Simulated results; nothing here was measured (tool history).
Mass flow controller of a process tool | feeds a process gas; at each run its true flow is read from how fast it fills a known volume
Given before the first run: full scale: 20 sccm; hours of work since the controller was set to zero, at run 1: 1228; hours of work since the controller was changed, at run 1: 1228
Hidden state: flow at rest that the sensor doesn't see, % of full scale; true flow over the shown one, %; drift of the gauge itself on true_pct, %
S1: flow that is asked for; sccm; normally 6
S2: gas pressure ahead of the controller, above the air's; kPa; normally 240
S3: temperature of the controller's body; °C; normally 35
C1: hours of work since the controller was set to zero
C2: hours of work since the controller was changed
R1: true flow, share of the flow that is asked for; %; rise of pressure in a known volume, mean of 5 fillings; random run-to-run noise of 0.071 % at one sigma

run	day	S1	S2	S3	C1	C2	R1
1	0.000	6	240	35	1228	1228	99.15
2	3.262	6	240	35	1277	1277	99.13
3	6.792	6	240	35	1331	1331	98.99
4	9.121	6	240	35	1366	1366	99.06
5	12.488	15	240	35	1417	1417	100.10
6	15.629	3	240	35	1465	1465	98.14
7	17.762	6	240	21	1497	1497	97.79
# day 18.042: controller's zero set anew
8	20.546	6	240	31	38	1539	98.24
9	23.600	6	240	31	84	1585	98.11
# day 25.458: controller's zero set anew, once more
10	26.492	3	240	35	16	1628	99.24
11	30.117	3	240	35	70	1683	99.06
12	32.883	13	140	35	112	1725	99.60
13	36.100	14	257	35	161	1774	100.13
14	38.208	8	263	21	193	1806	98.41
15	41.883	16	240	30	249	1861	99.57
16	44.979	11	201	27	295	1908	98.86
17	46.808	14	240	35	323	1936	99.91
18	50.333	5	240	35	376	1989	99.15
19	53.312	5	240	35	422	2034	99.09
20	56.329	17	257	36	467	2080	100.23

Below, each run's measurement less what the same run would have read without the hidden state. Both values contain the same run-to-run variation, but the gauge's scatter may not be the same in both:
run	R1
1	-0.94
2	-0.98
3	-1.02
4	-1.04
5	-0.71
6	-1.75
7	-1.14
8	-1.55
9	-1.59
10	-0.67
11	-0.73
12	-0.62
13	-0.64
14	-0.70
15	-0.68
16	-0.73
17	-0.72
18	-0.91
19	-0.95
20	-0.78
